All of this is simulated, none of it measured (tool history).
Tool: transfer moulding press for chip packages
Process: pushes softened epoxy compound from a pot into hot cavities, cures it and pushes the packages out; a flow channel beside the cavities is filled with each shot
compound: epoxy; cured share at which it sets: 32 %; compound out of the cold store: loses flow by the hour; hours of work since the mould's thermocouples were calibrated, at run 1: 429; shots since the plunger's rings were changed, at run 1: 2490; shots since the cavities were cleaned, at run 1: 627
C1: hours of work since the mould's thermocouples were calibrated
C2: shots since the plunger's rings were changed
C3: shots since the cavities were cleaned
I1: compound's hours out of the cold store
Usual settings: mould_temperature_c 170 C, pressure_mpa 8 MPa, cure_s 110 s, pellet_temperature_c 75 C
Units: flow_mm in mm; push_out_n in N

{"run": 1, "hour": 0.0, "mould_temperature_c": 170, "pressure_mpa": 8, "cure_s": 110, "pellet_temperature_c": 75, "C1": 429, "C2": 2490, "C3": 627, "I1": 39.9, "flow_mm": 727, "push_out_n": 658}
{"run": 2, "hour": 24.4, "mould_temperature_c": 170, "pressure_mpa": 8, "cure_s": 110, "pellet_temperature_c": 74, "C1": 439, "C2": 2641, "C3": 778, "I1": 38.9, "flow_mm": 732, "push_out_n": 700}
{"hour": 34.8, "done": "cavities cleaned with cleaning compound and waxed"}
{"run": 3, "hour": 43.8, "mould_temperature_c": 170, "pressure_mpa": 7.65, "cure_s": 110, "pellet_temperature_c": 75, "C1": 446, "C2": 2752, "C3": 56, "I1": 24.3, "flow_mm": 795, "push_out_n": 436}
{"run": 4, "hour": 61.9, "mould_temperature_c": 170, "pressure_mpa": 8, "cure_s": 121, "pellet_temperature_c": 75, "C1": 453, "C2": 2864, "C3": 168, "I1": 33, "flow_mm": 763, "push_out_n": 449}
{"run": 5, "hour": 99.6, "mould_temperature_c": 170, "pressure_mpa": 6.53, "cure_s": 110, "pellet_temperature_c": 75, "C1": 469, "C2": 3098, "C3": 402, "I1": 8.2, "flow_mm": 809, "push_out_n": 618}
{"run": 6, "hour": 118.2, "mould_temperature_c": 170, "pressure_mpa": 6.53, "cure_s": 110, "pellet_temperature_c": 75, "C1": 476, "C2": 3213, "C3": 517, "I1": 18.7, "flow_mm": 759, "push_out_n": 654}
{"run": 7, "hour": 149.9, "mould_temperature_c": 170, "pressure_mpa": 6.53, "cure_s": 110, "pellet_temperature_c": 75, "C1": 489, "C2": 3409, "C3": 713, "I1": 19.1, "flow_mm": 754, "push_out_n": 715}
{"hour": 171.3, "done": "cavities cleaned with cleaning compound and waxed"}
{"run": 8, "hour": 188.8, "mould_temperature_c": 170, "pressure_mpa": 8, "cure_s": 110, "pellet_temperature_c": 65, "C1": 504, "C2": 3640, "C3": 108, "I1": 12.6, "flow_mm": 878, "push_out_n": 494}
{"run": 9, "hour": 228.4, "mould_temperature_c": 170, "pressure_mpa": 8, "cure_s": 110, "pellet_temperature_c": 65, "C1": 520, "C2": 3886, "C3": 354, "I1": 9.1, "flow_mm": 897, "push_out_n": 637}
{"run": 10, "hour": 245.9, "mould_temperature_c": 170, "pressure_mpa": 8, "cure_s": 110, "pellet_temperature_c": 75, "C1": 527, "C2": 3994, "C3": 462, "I1": 28.4, "flow_mm": 782, "push_out_n": 654}
{"run": 11, "hour": 278.9, "mould_temperature_c": 170, "pressure_mpa": 8, "cure_s": 131, "pellet_temperature_c": 75, "C1": 541, "C2": 4199, "C3": 667, "I1": 9.5, "flow_mm": 888, "push_out_n": 622}
{"run": 12, "hour": 296.5, "mould_temperature_c": 173, "pressure_mpa": 8, "cure_s": 131, "pellet_temperature_c": 80, "C1": 548, "C2": 4307, "C3": 775, "I1": 21.7, "flow_mm": 813, "push_out_n": 587}
{"hour": 307.0, "done": "cavities cleaned with cleaning compound and waxed"}
{"run": 13, "hour": 331.8, "mould_temperature_c": 173, "pressure_mpa": 8, "cure_s": 131, "pellet_temperature_c": 80, "C1": 561, "C2": 4517, "C3": 154, "I1": 26.2, "flow_mm": 785, "push_out_n": 407}
{"hour": 347.1, "done": "plunger's sealing rings changed"}
{"run": 14, "hour": 362.0, "mould_temperature_c": 163, "pressure_mpa": 8, "cure_s": 131, "pellet_temperature_c": 82, "C1": 573, "C2": 92, "C3": 325, "I1": 26.1, "flow_mm": 827, "push_out_n": 630}
{"run": 15, "hour": 401.4, "mould_temperature_c": 170, "pressure_mpa": 9.5, "cure_s": 97, "pellet_temperature_c": 75, "C1": 589, "C2": 336, "C3": 569, "I1": 24.1, "flow_mm": 898, "push_out_n": 836}
{"run": 16, "hour": 433.3, "mould_temperature_c": 170, "pressure_mpa": 8.24, "cure_s": 110, "pellet_temperature_c": 76, "C1": 601, "C2": 534, "C3": 767, "I1": 14.5, "flow_mm": 893, "push_out_n": 748}
{"hour": 445.5, "done": "cavities cleaned with cleaning compound and waxed"}
{"run": 17, "hour": 455.6, "mould_temperature_c": 175, "pressure_mpa": 7.35, "cure_s": 110, "pellet_temperature_c": 72, "C1": 610, "C2": 663, "C3": 63, "I1": 47.1, "flow_mm": 670, "push_out_n": 379}
{"run": 18, "hour": 474.6, "mould_temperature_c": 172, "pressure_mpa": 8, "cure_s": 114, "pellet_temperature_c": 70, "C1": 618, "C2": 780, "C3": 180, "I1": 34.7, "flow_mm": 761, "push_out_n": 452}
{"run": 19, "hour": 516.2, "mould_temperature_c": 172, "pressure_mpa": 8, "cure_s": 114, "pellet_temperature_c": 70, "C1": 634, "C2": 1038, "C3": 438, "I1": 47.9, "flow_mm": 699, "push_out_n": 526}
{"run": 20, "hour": 535.1, "mould_temperature_c": 170, "pressure_mpa": 8, "cure_s": 114, "pellet_temperature_c": 69, "C1": 642, "C2": 1155, "C3": 555, "I1": 14.6, "flow_mm": 878, "push_out_n": 662}
{"hour": 542.2, "done": "mould's thermocouples calibrated"}
{"run": 21, "hour": 555.8, "mould_temperature_c": 170, "pressure_mpa": 8, "cure_s": 114, "pellet_temperature_c": 69, "C1": 6, "C2": 1271, "C3": 671, "I1": 26.8, "flow_mm": 800, "push_out_n": 645}
{"hour": 583.8, "done": "cavities cleaned with cleaning compound and waxed"}
{"run": 22, "hour": 585.1, "mould_temperature_c": 170, "pressure_mpa": 6.6, "cure_s": 114, "pellet_temperature_c": 72, "C1": 17, "C2": 1443, "C3": 8, "I1": 21.8, "flow_mm": 752, "push_out_n": 386}

Forecast each of these 3 alternatives for the next run:
{"run": "A", "hour": 603.7, "mould_temperature_c": 170, "pressure_mpa": 7.05, "cure_s": 102, "pellet_temperature_c": 73, "C1": 24, "C2": 1558, "C3": 123, "I1": 20.8, "flow_mm": "?", "push_out_n": "?"}
{"run": "B", "hour": 603.7, "mould_temperature_c": 170, "pressure_mpa": 6.12, "cure_s": 110, "pellet_temperature_c": 75, "C1": 24, "C2": 1558, "C3": 123, "I1": 28.4, "flow_mm": "?", "push_out_n": "?"}
{"run": "C", "hour": 603.7, "mould_temperature_c": 168, "pressure_mpa": 6.56, "cure_s": 128, "pellet_temperature_c": 72, "C1": 24, "C2": 1558, "C3": 123, "I1": 35.5, "flow_mm": "?", "push_out_n": "?"}

run=A flow_mm=786 push_out_n=534
run=B flow_mm=695 push_out_n=459
run=C flow_mm=685 push_out_n=421
Without the tool's hidden state the same runs would have given:
run=A flow_mm=799 push_out_n=449
run=B flow_mm=707 push_out_n=384
run=C flow_mm=697 push_out_n=351
